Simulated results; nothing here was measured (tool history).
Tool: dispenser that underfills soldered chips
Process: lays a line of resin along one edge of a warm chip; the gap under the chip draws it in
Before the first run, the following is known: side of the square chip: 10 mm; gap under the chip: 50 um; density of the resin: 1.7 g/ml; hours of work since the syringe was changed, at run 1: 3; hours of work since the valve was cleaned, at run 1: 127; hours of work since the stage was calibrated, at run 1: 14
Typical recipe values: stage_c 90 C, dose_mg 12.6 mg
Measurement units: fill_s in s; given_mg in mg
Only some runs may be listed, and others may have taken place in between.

run    day  stage_c  dose_mg  hours of work since the syringe was changed  hours of work since the valve was cleaned  hours of work since the stage was calibrated  fill_s  given_mg
  1      0       90     12.6                                            3                                        127                                            14    47.1     11.43
  2  0.204       90     12.6                                            6                                        130                                            17    57.3     11.32
  3  0.329       92     12.6                                            8                                        131                                            19    59.1     11.38
     0.508  -- new syringe of resin
  4  0.638       92     12.6                                            2                                        136                                            23    40.7      11.3
  5  0.812       92     12.6                                            4                                        138                                            26      48     11.35
  6  1.067       92     12.6                                            8                                        142                                            30    58.7     11.25
     1.225  -- new syringe of resin
  7   1.25       92     12.6                                            0                                        145                                            32    38.6     11.13
  8  1.438       90       14                                            3                                        147                                            35    47.7      12.5
     1.625  -- dispensing valve cleaned and set on the balance
  9  1.775       90     12.6                                            7                                          2                                            39    61.3     12.58
     1.983  -- new syringe of resin
 10  2.038       90     12.6                                            1                                          6                                            43    41.5     12.45
 11    2.3       90     12.6                                            5                                         10                                            47    51.7     12.55
 12  2.479       78     12.6                                            7                                         12                                            50    88.7     12.48
     2.688  -- new syringe of resin
 13    2.7       78     12.6                                            0                                         15                                            53    57.8     12.47
 14  2.992       78     12.6                                            5                                         20                                            57    73.1     12.45
 15  3.158       87     12.2                                            7                                         22                                            59      65     12.04
     3.392  -- new syringe of resin
 16  3.404       89     12.6                                            0                                         26                                            63    40.2     12.28
 17  3.583       89     12.6                                            3                                         28                                            66    46.5     12.31
 18  3.754       76     10.9                                            5                                         31                                            68      86     10.64
 19  4.004      103     12.3                                            9                                         35                                            72    45.9     11.98

Take each entry between the runs: how does the hidden state at the last listed run before it differ from the hidden state at the first listed run after it?
Logged between run 3 and run 4: new syringe of resin (day 0.508)
  resin's viscosity, % of fresh resin's: 160.7 -> 109.6; dose that the valve gives, % of what is set: 90 -> 89.68; true chip temperature over the reading, C: -0.24 -> -0.27
  what was measured, less what the result would be without the hidden state, fill_s: +23.4 -> +4.7 s; given_mg: -1.26 -> -1.3 mg
Logged between run 6 and run 7: new syringe of resin (day 1.225)
  resin's viscosity, % of fresh resin's: 159.5 -> 103.5; dose that the valve gives, % of what is set: 89.25 -> 89.08; true chip temperature over the reading, C: -0.3 -> -0.32
  what was measured, less what the result would be without the hidden state, fill_s: +23.1 -> +2.6 s; given_mg: -1.35 -> -1.37 mg
Logged between run 8 and run 9: dispensing valve cleaned and set on the balance (day 1.625)
  resin's viscosity, % of fresh resin's: 121.9 -> 157.6; dose that the valve gives, % of what is set: 88.89 -> 99.77; true chip temperature over the reading, C: -0.33 -> -0.36
  what was measured, less what the result would be without the hidden state, fill_s: +9.5 -> +22.8 s; given_mg: -1.56 -> -0.03 mg
Logged between run 9 and run 10: new syringe of resin (day 1.983)
  resin's viscosity, % of fresh resin's: 157.6 -> 107; dose that the valve gives, % of what is set: 99.77 -> 99.48; true chip temperature over the reading, C: -0.36 -> -0.38
  what was measured, less what the result would be without the hidden state, fill_s: +22.8 -> +3.2 s; given_mg: -0.03 -> -0.06 mg
Logged between run 12 and run 13: new syringe of resin (day 2.688)
  resin's viscosity, % of fresh resin's: 158 -> 101.5; dose that the valve gives, % of what is set: 99.01 -> 98.78; true chip temperature over the reading, C: -0.42 -> -0.43
  what was measured, less what the result would be without the hidden state, fill_s: +33.4 -> +1.7 s; given_mg: -0.12 -> -0.15 mg
Logged between run 15 and run 16: new syringe of resin (day 3.392)
  resin's viscosity, % of fresh resin's: 151.4 -> 100.1; dose that the valve gives, % of what is set: 98.31 -> 98.05; true chip temperature over the reading, C: -0.47 -> -0.49
  what was measured, less what the result would be without the hidden state, fill_s: +22.8 -> +0.7 s; given_mg: -0.21 -> -0.25 mg

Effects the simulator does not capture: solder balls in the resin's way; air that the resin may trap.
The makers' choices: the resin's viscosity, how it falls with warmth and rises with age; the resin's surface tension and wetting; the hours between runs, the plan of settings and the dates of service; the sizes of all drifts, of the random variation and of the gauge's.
